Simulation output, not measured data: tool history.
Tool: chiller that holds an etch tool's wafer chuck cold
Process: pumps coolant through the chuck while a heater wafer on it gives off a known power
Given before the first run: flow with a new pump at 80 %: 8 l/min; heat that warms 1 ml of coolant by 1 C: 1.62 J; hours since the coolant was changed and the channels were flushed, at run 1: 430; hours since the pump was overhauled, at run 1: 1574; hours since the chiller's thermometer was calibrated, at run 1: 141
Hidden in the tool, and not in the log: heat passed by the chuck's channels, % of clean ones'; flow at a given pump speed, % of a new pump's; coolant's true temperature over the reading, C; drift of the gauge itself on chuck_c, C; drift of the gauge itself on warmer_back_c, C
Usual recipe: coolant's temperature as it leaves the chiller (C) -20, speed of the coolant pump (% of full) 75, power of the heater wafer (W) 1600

run,day,coolant's temperature as it leaves the chiller (C),speed of the coolant pump (% of full),power of the heater wafer (W),hours since the coolant was changed and the channels were flushed,hours since the pump was overhauled,hours since the chiller's thermometer was calibrated,chuck's temperature once it has settled (C),how much warmer the coolant comes back (C)
1,0.000,-20,75,1600,430,1574,141,-4.1,8.12
2,1.342,-20,88,1600,462,1606,173,-6.3,6.87
3,2.954,-30,88,1600,501,1644,212,-15.9,6.85
4,4.233,-20,76,1600,531,1675,243,-4.0,7.97
5,5.517,-20,76,1600,562,1706,274,-3.8,7.95
6,7.096,-20,75,1123,600,1744,312,-8.8,5.65
7,8.088,-12,81,2294,624,1768,335,9.7,10.67
8,9.412,-26,77,1644,656,1799,367,-9.6,8.09
9,10.550,-13,81,2244,683,1827,394,8.3,10.49
10,12.046,-13,80,2243,719,1863,430,8.5,10.68
11,12.746,-13,80,2243,736,1879,447,8.5,10.67

Same runs, no hidden state in the tool, same run-to-run variation:
run,chuck's temperature once it has settled (C),how much warmer the coolant comes back (C)
1,-4.4,7.96
2,-6.6,6.74
3,-16.2,6.72
4,-4.4,7.81
5,-4.2,7.79
6,-9.1,5.53
7,9.1,10.44
8,-10.1,7.92
9,7.7,10.27
10,7.8,10.44
11,7.9,10.44

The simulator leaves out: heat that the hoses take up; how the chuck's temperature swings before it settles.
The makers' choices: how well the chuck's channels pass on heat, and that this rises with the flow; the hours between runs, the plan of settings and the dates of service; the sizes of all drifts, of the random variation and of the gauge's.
